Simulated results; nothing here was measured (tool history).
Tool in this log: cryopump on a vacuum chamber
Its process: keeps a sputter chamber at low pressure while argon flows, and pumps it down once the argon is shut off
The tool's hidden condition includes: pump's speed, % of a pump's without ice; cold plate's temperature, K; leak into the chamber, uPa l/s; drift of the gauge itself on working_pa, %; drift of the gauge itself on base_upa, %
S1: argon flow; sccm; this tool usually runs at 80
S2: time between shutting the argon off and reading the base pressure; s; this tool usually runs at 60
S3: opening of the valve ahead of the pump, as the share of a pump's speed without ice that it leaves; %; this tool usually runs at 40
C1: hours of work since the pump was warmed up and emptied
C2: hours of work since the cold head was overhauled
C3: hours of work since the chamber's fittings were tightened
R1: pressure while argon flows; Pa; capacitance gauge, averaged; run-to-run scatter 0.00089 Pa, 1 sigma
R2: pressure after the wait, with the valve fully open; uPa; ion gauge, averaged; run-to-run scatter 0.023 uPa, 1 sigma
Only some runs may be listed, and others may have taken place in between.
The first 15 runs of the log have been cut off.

run   hour   S1   S2  S3   C1   C2   C3      R1    R2
 16  282.3   80   60  40   41  507  561  0.1866  1.26
 17  299.9   80   36  40   54  519  574  0.1888  1.65
 18  314.0   38   36  30   64  530  584  0.1184  1.66
 19  335.4   38   36  30   79  545  599  0.1199  1.69
 20  347.7   38   36  30   88  554  608  0.1195  1.65
 21  368.6   38   36  30  103  568  623  0.1187  1.71
 22  393.2   38   36  30  120  586  640  0.1206  1.70
 23  414.5   38   36  30  135  601  655  0.1190  1.74
 24  432.7   38   36  30  148  614  668  0.1197  1.79
 25  456.2  148   98  16  165  631  685  0.8657  1.14
 26  470.2  121  196  20  175  641  695  0.5704  0.90
 27  483.1   47  253  40  184  650  704  0.1163  0.93
 28  497.4   47  253  28  194  660  714  0.1612  0.99
 29  509.1   86  144  36  203  669  723  0.2336  1.08
 30  533.0   38   68  27  220  686  740  0.1364  1.41
 31  547.6   38   68  27  230  696  750  0.1359  1.37
 32  566.8   38   68  27  244  710  764  0.1371  1.43
 33  587.8   38   68  27  259  725  779  0.1367  1.44
 34  606.1   38   68  27  272  738  792  0.1375  1.44

Forecast each of these 4 alternatives for the next run:
  A  630.8  146  68  27  290  755  809   ?   ?
  B  630.8   80  96  21  290  755  809   ?   ?
  C  630.8   39  68  37  290  755  809   ?   ?
  D  630.8   81  50  27  290  755  809   ?   ?

run      R1    R2
  A  0.5288  1.48
  B  0.3684  1.30
  C  0.1070  1.51
  D  0.2928  1.66
Had the tool no hidden state, the same runs would have come out as:
run      R1    R2
  A  0.4930  0.71
  B  0.3487  0.54
  C  0.0974  0.74
  D  0.2730  0.90
